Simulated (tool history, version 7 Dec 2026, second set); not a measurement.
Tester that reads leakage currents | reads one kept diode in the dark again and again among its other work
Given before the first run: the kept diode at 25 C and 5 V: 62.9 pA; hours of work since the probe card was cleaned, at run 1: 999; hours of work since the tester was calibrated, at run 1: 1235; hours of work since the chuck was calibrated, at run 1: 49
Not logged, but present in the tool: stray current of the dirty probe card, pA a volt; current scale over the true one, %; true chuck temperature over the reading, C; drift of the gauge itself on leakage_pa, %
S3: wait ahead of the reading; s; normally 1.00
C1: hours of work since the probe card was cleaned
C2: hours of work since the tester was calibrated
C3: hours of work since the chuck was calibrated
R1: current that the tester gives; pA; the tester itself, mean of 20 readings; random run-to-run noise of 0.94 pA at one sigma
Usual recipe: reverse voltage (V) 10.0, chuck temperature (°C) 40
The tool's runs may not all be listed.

{"run": 1, "hour": 0.0, "reverse voltage (V)": 10.0, "chuck temperature (°C)": 40, "S3": 1.0, "C1": 999, "C2": 1235, "C3": 49, "R1": 321.75}
{"run": 2, "hour": 28.0, "reverse voltage (V)": 10.0, "chuck temperature (°C)": 20, "S3": 1.0, "C1": 1022, "C2": 1257, "C3": 71, "R1": 69.82}
{"run": 3, "hour": 61.2, "reverse voltage (V)": 10.0, "chuck temperature (°C)": 20, "S3": 1.0, "C1": 1048, "C2": 1283, "C3": 98, "R1": 70.19}
{"run": 4, "hour": 100.2, "reverse voltage (V)": 10.0, "chuck temperature (°C)": 20, "S3": 1.0, "C1": 1079, "C2": 1315, "C3": 129, "R1": 70.27}
{"run": 5, "hour": 133.7, "reverse voltage (V)": 10.0, "chuck temperature (°C)": 20, "S3": 1.0, "C1": 1106, "C2": 1341, "C3": 155, "R1": 70.08}
{"run": 6, "hour": 179.3, "reverse voltage (V)": 10.0, "chuck temperature (°C)": 20, "S3": 1.0, "C1": 1142, "C2": 1378, "C3": 192, "R1": 70.4}
{"run": 7, "hour": 203.6, "reverse voltage (V)": 10.0, "chuck temperature (°C)": 40, "S3": 1.0, "C1": 1162, "C2": 1397, "C3": 211, "R1": 322.59}
{"run": 8, "hour": 254.7, "reverse voltage (V)": 10.0, "chuck temperature (°C)": 40, "S3": 9.86, "C1": 1202, "C2": 1438, "C3": 252, "R1": 319.84}
{"run": 9, "hour": 293.1, "reverse voltage (V)": 10.0, "chuck temperature (°C)": 40, "S3": 9.86, "C1": 1233, "C2": 1468, "C3": 283, "R1": 316.3}
{"run": 10, "hour": 329.2, "reverse voltage (V)": 10.0, "chuck temperature (°C)": 40, "S3": 9.86, "C1": 1262, "C2": 1497, "C3": 311, "R1": 318.02}
{"run": 11, "hour": 361.5, "reverse voltage (V)": 10.0, "chuck temperature (°C)": 42, "S3": 1.0, "C1": 1288, "C2": 1523, "C3": 337, "R1": 371.7}
{"run": 12, "hour": 403.7, "reverse voltage (V)": 10.0, "chuck temperature (°C)": 33, "S3": 1.0, "C1": 1321, "C2": 1556, "C3": 371, "R1": 186.66}
{"run": 13, "hour": 451.2, "reverse voltage (V)": 10.0, "chuck temperature (°C)": 51, "S3": 1.0, "C1": 1359, "C2": 1594, "C3": 409, "R1": 725.55}
{"run": 14, "hour": 501.6, "reverse voltage (V)": 10.0, "chuck temperature (°C)": 40, "S3": 1.0, "C1": 1399, "C2": 1635, "C3": 449, "R1": 320.32}
{"run": 15, "hour": 554.7, "reverse voltage (V)": 1.4, "chuck temperature (°C)": 24, "S3": 1.0, "C1": 1442, "C2": 1677, "C3": 491, "R1": 32.59}
{"run": 16, "hour": 580.5, "reverse voltage (V)": 2.6, "chuck temperature (°C)": 40, "S3": 1.24, "C1": 1462, "C2": 1697, "C3": 512, "R1": 161.86}
{"run": 17, "hour": 633.8, "reverse voltage (V)": 2.6, "chuck temperature (°C)": 40, "S3": 1.24, "C1": 1505, "C2": 1740, "C3": 554, "R1": 160.91}
{"run": 18, "hour": 666.5, "reverse voltage (V)": 1.2, "chuck temperature (°C)": 43, "S3": 1.31, "C1": 1531, "C2": 1766, "C3": 580, "R1": 139.41}
{"run": 19, "hour": 710.2, "reverse voltage (V)": 13.4, "chuck temperature (°C)": 57, "S3": 3.5, "C1": 1566, "C2": 1801, "C3": 615, "R1": 1281.14}
{"run": 20, "hour": 761.6, "reverse voltage (V)": 5.6, "chuck temperature (°C)": 36, "S3": 1.32, "C1": 1607, "C2": 1842, "C3": 656, "R1": 173.28}
{"hour": 797.6, "done": "chuck's temperature calibrated"}
{"run": 21, "hour": 818.0, "reverse voltage (V)": 5.6, "chuck temperature (°C)": 36, "S3": 1.32, "C1": 1650, "C2": 1885, "C3": 16, "R1": 179.11}
{"run": 22, "hour": 855.8, "reverse voltage (V)": 10.0, "chuck temperature (°C)": 46, "S3": 0.38, "C1": 1680, "C2": 1915, "C3": 46, "R1": 519.94}
{"run": 23, "hour": 905.3, "reverse voltage (V)": 16.3, "chuck temperature (°C)": 21, "S3": 0.35, "C1": 1719, "C2": 1955, "C3": 86, "R1": 120.69}
{"run": 24, "hour": 959.5, "reverse voltage (V)": 6.5, "chuck temperature (°C)": 40, "S3": 1.0, "C1": 1763, "C2": 1998, "C3": 129, "R1": 263.52}
{"run": 25, "hour": 999.4, "reverse voltage (V)": 6.5, "chuck temperature (°C)": 43, "S3": 0.36, "C1": 1794, "C2": 2030, "C3": 161, "R1": 332.28}
{"run": 26, "hour": 1043.1, "reverse voltage (V)": 6.5, "chuck temperature (°C)": 43, "S3": 0.36, "C1": 1829, "C2": 2065, "C3": 196, "R1": 332.27}
{"run": 27, "hour": 1068.4, "reverse voltage (V)": 10.0, "chuck temperature (°C)": 40, "S3": 0.32, "C1": 1850, "C2": 2085, "C3": 216, "R1": 335.07}

Take each entry between the runs: how does the hidden state at the last listed run before it differ from the hidden state at the first listed run after it?
After run 20, before run 21: chuck's temperature calibrated (hour 797.6)
  stray current of the dirty probe card, pA a volt: 1.858 -> 1.907; current scale over the true one, %: -0.59 -> -0.6; true chuck temperature over the reading, C: -0.56 -> -0.07
  measured less the result without the state, R1: +1.53 -> +8.46 pA

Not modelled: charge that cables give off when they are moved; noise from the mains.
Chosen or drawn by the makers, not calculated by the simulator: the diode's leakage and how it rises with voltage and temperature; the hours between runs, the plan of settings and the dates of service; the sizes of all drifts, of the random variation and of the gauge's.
